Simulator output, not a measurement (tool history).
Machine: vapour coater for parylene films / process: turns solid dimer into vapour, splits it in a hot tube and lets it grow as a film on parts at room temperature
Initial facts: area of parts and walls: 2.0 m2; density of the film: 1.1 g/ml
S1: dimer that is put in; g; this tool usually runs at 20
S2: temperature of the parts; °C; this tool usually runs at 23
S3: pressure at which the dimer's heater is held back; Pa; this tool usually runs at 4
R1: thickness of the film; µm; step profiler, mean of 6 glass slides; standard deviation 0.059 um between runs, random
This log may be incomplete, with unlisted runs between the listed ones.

run   hour  S1  S2     S3    R1
  1      0  20  23      4   7.3
  2   26.1  20  23      4  7.23
  3   43.2  20  23      4  7.16
  4   67.9  20  23      4  7.18
  5   94.1  20  23      4   7.2
  6  114.9  20  23      4  7.19
  7  129.4  20  23      4  7.11
  8  151.3  20  23   3.38  7.46
  9  167.1  20  23      4  7.09
 10  193.6  22  23      4  7.83
 11  213.3  22  23      4  7.74
 12  239.8  20  23      4   7.1
 13  263.4  20  23      4  7.07
 14  288.7  20  23      4  6.99
 15  314.7  20  23      4  7.14
 16  347.6  20  23      4  7.04
 17  380.3  20  23      4  7.02
 18  405.4  10  23      4   3.5
 19  435.5  10  23      4  3.46
 20  467.5  22  18    3.1  9.07
 21  482.6  16  18    3.1  6.61
 22    512  16  18    3.1  6.57
 23    530  16  31   9.91  3.73
 24  555.1  16  31   9.91  3.71
 25  573.6  17  23      4  5.97
     579.1  -- trap's valve overhauled
 26  597.8  17  21   3.17     7
 27  620.4  18  17   4.66  7.53
 28    640   9  19   6.37  3.33
 29  666.7  29  27   6.75  8.76
 30  684.6  26  31   5.44  7.46
 31  698.2  26  31   5.44  7.33
 32  723.8  24  34   6.16  6.08
 33    750  11  20   8.72  3.67
 34  770.1  17  23  11.67  4.92

Consider 5 possible next runs. They are alternatives, not a sequence: every one starts from the tool as it was left by run 34. What does each give?
  A  800.4  12  23  5.13   ?
  B  800.4  10  26     4   ?
  C  800.4  13  30  2.19   ?
  D  800.4  22  18  2.64   ?
  E  800.4  10  17  5.73   ?

run    R1
  A  4.21
  B  3.41
  C  4.63
  D  9.67
  E   3.9
What these runs would have given with no unlogged condition in the tool:
run    R1
  A  4.25
  B  3.44
  C  4.68
  D  9.86
  E  3.94
